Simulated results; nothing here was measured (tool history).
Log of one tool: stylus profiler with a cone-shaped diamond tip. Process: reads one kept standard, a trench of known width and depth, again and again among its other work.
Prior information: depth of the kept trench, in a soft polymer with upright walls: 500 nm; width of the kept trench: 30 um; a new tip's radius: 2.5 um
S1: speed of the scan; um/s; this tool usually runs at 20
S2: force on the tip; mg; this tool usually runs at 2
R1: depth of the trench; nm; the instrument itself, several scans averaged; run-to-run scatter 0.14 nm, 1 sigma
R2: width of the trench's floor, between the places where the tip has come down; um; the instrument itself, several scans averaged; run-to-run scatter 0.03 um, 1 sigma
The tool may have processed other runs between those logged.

{"run": 1, "day": 0.0, "S1": 20, "S2": 2, "R1": 508.19, "R2": 25.61}
{"run": 2, "day": 0.521, "S1": 20, "S2": 2, "R1": 508.22, "R2": 25.63}
{"run": 3, "day": 0.975, "S1": 20, "S2": 2, "R1": 508.2, "R2": 25.63}
{"run": 4, "day": 1.283, "S1": 20, "S2": 2, "R1": 508.04, "R2": 25.56}
{"run": 5, "day": 1.729, "S1": 20, "S2": 2, "R1": 508.18, "R2": 25.58}
{"run": 6, "day": 2.271, "S1": 20, "S2": 2, "R1": 508.23, "R2": 25.6}
{"run": 7, "day": 2.775, "S1": 16, "S2": 2, "R1": 508.28, "R2": 25.6}
{"run": 8, "day": 3.375, "S1": 16, "S2": 2, "R1": 508.18, "R2": 25.63}
{"run": 9, "day": 3.904, "S1": 43, "S2": 2, "R1": 508.06, "R2": 25.42}
{"run": 10, "day": 4.479, "S1": 20, "S2": 2, "R1": 508.27, "R2": 25.5}
{"run": 11, "day": 4.938, "S1": 20, "S2": 2, "R1": 508.1, "R2": 25.58}
{"run": 12, "day": 5.229, "S1": 20, "S2": 2, "R1": 508.27, "R2": 25.49}
{"run": 13, "day": 5.821, "S1": 20, "S2": 2, "R1": 508.4, "R2": 25.52}
{"run": 14, "day": 6.354, "S1": 20, "S2": 2, "R1": 508.17, "R2": 25.52}
{"run": 15, "day": 6.996, "S1": 20, "S2": 2, "R1": 508.39, "R2": 25.56}
{"run": 16, "day": 7.646, "S1": 6, "S2": 2, "R1": 508.13, "R2": 25.66}
{"run": 17, "day": 8.238, "S1": 20, "S2": 2, "R1": 508.45, "R2": 25.56}
{"run": 18, "day": 8.671, "S1": 20, "S2": 2, "R1": 508.31, "R2": 25.55}
{"run": 19, "day": 9.208, "S1": 20, "S2": 2, "R1": 508.2, "R2": 25.51}
{"run": 20, "day": 9.633, "S1": 20, "S2": 2, "R1": 508.2, "R2": 25.48}
{"run": 21, "day": 9.933, "S1": 20, "S2": 2, "R1": 508.33, "R2": 25.48}
{"run": 22, "day": 10.404, "S1": 63, "S2": 4.73, "R1": 513.55, "R2": 25.37}
{"run": 23, "day": 10.812, "S1": 23, "S2": 1.44, "R1": 506.97, "R2": 25.42}
{"run": 24, "day": 11.192, "S1": 23, "S2": 1.44, "R1": 506.97, "R2": 25.44}
{"run": 25, "day": 11.817, "S1": 14, "S2": 1.59, "R1": 507.45, "R2": 25.49}
{"run": 26, "day": 12.158, "S1": 40, "S2": 2.55, "R1": 509.5, "R2": 25.4}
{"run": 27, "day": 12.729, "S1": 17, "S2": 2.55, "R1": 509.36, "R2": 25.54}
{"run": 28, "day": 13.25, "S1": 17, "S2": 2.86, "R1": 510.24, "R2": 25.55}
{"run": 29, "day": 13.729, "S1": 17, "S2": 2.86, "R1": 510.34, "R2": 25.51}
{"run": 30, "day": 14.288, "S1": 20, "S2": 5.04, "R1": 514.07, "R2": 25.5}
{"run": 31, "day": 14.892, "S1": 8, "S2": 2.18, "R1": 508.85, "R2": 25.6}
{"run": 32, "day": 15.571, "S1": 9, "S2": 2.18, "R1": 509.07, "R2": 25.54}
{"run": 33, "day": 16.229, "S1": 17, "S2": 1.29, "R1": 506.85, "R2": 25.46}
{"run": 34, "day": 16.904, "S1": 22, "S2": 0.93, "R1": 505.79, "R2": 25.37}
{"run": 35, "day": 17.375, "S1": 22, "S2": 0.93, "R1": 505.91, "R2": 25.31}
{"run": 36, "day": 17.933, "S1": 22, "S2": 0.93, "R1": 505.99, "R2": 25.4}
{"run": 37, "day": 18.275, "S1": 22, "S2": 0.93, "R1": 505.7, "R2": 25.34}
{"run": 38, "day": 18.588, "S1": 9, "S2": 0.97, "R1": 506.14, "R2": 25.41}
{"run": 39, "day": 19.167, "S1": 14, "S2": 1.85, "R1": 508.09, "R2": 25.39}

Selected run-to-run steps in R1, each split into two signed amounts: the part the tool would show with no hidden state at all (from settings, incoming material and random variation), and the remainder, which goes to the hidden state together with any gauge scatter not common to the measured and the hidden-state-free results:
The tool's hidden condition here consists of: radius of the tip, um; height scale over the true one, %; drift of the gauge itself on depth_nm, %; drift of the gauge itself on floor_um, %.
Run 5 -> 6: settings left as they were, no log entry in between. R1 +0.05 nm: hidden state +0.02, all else +0.03.
Run 8 -> 9: S1 16 -> 43. R1 -0.12 nm: hidden state +0.02, all else -0.14.
Run 14 -> 15: settings left as they were, no log entry in between. R1 +0.22 nm: hidden state +0.02, all else +0.2.
Run 21 -> 22: S1 20 -> 63, S2 2 -> 4.73. R1 +5.22 nm: hidden state +0.02, all else +5.2.
Run 22 -> 23: S1 63 -> 23, S2 4.73 -> 1.44. R1 -6.58 nm: hidden state -0.01, all else -6.57.
Run 30 -> 31: S1 20 -> 8, S2 5.04 -> 2.18. R1 -5.22 nm: hidden state +0.01, all else -5.23.
